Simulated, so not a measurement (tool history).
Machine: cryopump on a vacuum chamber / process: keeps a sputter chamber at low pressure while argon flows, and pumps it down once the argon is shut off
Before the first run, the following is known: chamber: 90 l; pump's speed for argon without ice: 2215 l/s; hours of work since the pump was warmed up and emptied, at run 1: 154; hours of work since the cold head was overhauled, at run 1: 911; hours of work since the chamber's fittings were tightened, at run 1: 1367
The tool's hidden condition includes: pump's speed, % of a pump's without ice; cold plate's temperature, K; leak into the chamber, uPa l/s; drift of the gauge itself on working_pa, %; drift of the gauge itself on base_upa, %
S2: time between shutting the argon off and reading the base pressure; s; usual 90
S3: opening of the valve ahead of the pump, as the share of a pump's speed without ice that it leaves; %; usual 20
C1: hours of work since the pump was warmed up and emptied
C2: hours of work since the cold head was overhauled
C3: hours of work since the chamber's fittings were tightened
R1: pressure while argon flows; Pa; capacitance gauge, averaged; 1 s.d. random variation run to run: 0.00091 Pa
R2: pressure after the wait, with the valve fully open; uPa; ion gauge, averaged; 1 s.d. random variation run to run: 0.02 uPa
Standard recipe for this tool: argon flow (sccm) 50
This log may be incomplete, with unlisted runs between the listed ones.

Run 1, day 0: usual settings; C1 154; C2 911; C3 1367. Result: R1 0.192 Pa, R2 0.67 uPa.
Run 2, day 2.308: usual settings; C1 183; C2 940; C3 1396. Result: R1 0.1941 Pa, R2 0.69 uPa.
Run 3, day 4.458: usual settings; C1 210; C2 967; C3 1423. Result: R1 0.1939 Pa, R2 0.65 uPa.
Run 4, day 6.804: usual settings; C1 240; C2 996; C3 1452. Result: R1 0.1953 Pa, R2 0.71 uPa.
Run 5, day 7.896: usual settings; C1 253; C2 1010; C3 1466. Result: R1 0.1951 Pa, R2 0.69 uPa.
Run 6, day 10.283: usual settings; C1 283; C2 1040; C3 1496. Result: R1 0.1948 Pa, R2 0.71 uPa.
Run 7, day 12.154: usual settings but argon flow (sccm) 54; C1 307; C2 1064; C3 1519. Result: R1 0.2126 Pa, R2 0.73 uPa.
Run 8, day 14.258: usual settings but argon flow (sccm) 69, S2 224 s, S3 29 %; C1 333; C2 1090; C3 1546. Result: R1 0.1887 Pa, R2 0.51 uPa.
Run 9, day 15.842: usual settings but argon flow (sccm) 64, S2 64 s, S3 48 %; C1 353; C2 1110; C3 1566. Result: R1 0.11 Pa, R2 0.87 uPa.
Run 10, day 17.704: usual settings but argon flow (sccm) 64, S2 64 s, S3 15 %; C1 377; C2 1134; C3 1589. Result: R1 0.332 Pa, R2 0.87 uPa.
Run 11, day 20.258: usual settings but S3 30 %; C1 409; C2 1166; C3 1621. Result: R1 0.1343 Pa, R2 0.74 uPa.
Run 12, day 22.088: usual settings but S2 196 s; C1 432; C2 1189; C3 1644. Result: R1 0.1986 Pa, R2 0.56 uPa.
Run 13, day 24.304: usual settings but argon flow (sccm) 21, S2 59 s; C1 460; C2 1217; C3 1672. Result: R1 0.0836 Pa, R2 0.96 uPa.

Below are 5 alternative next runs, each starting from the tool's condition after run 13. Predict each:
Run A, day 25.833: usual settings but argon flow (sccm) 21, S2 198 s, S3 41 %; C1 479; C2 1236; C3 1691. Result: R1 ?, R2 ?.
Run B, day 25.833: usual settings but argon flow (sccm) 21, S2 204 s; C1 479; C2 1236; C3 1691. Result: R1 ?, R2 ?.
Run C, day 25.833: usual settings but argon flow (sccm) 36, S2 58 s; C1 479; C2 1236; C3 1691. Result: R1 ?, R2 ?.
Run D, day 25.833: usual settings but argon flow (sccm) 90, S2 170 s; C1 479; C2 1236; C3 1691. Result: R1 ?, R2 ?.
Run E, day 25.833: usual settings but argon flow (sccm) 21, S2 111 s; C1 479; C2 1236; C3 1691. Result: R1 ?, R2 ?.

run      R1    R2
  A   0.043  0.56
  B  0.0834  0.57
  C  0.1447  1.01
  D   0.356  0.58
  E  0.0849  0.75
With the hidden condition removed and each run's random variation left untouched, the same runs would have given:
run      R1    R2
  A  0.0393  0.31
  B  0.0797  0.31
  C  0.1383  0.76
  D  0.3402  0.33
  E  0.0812   0.5
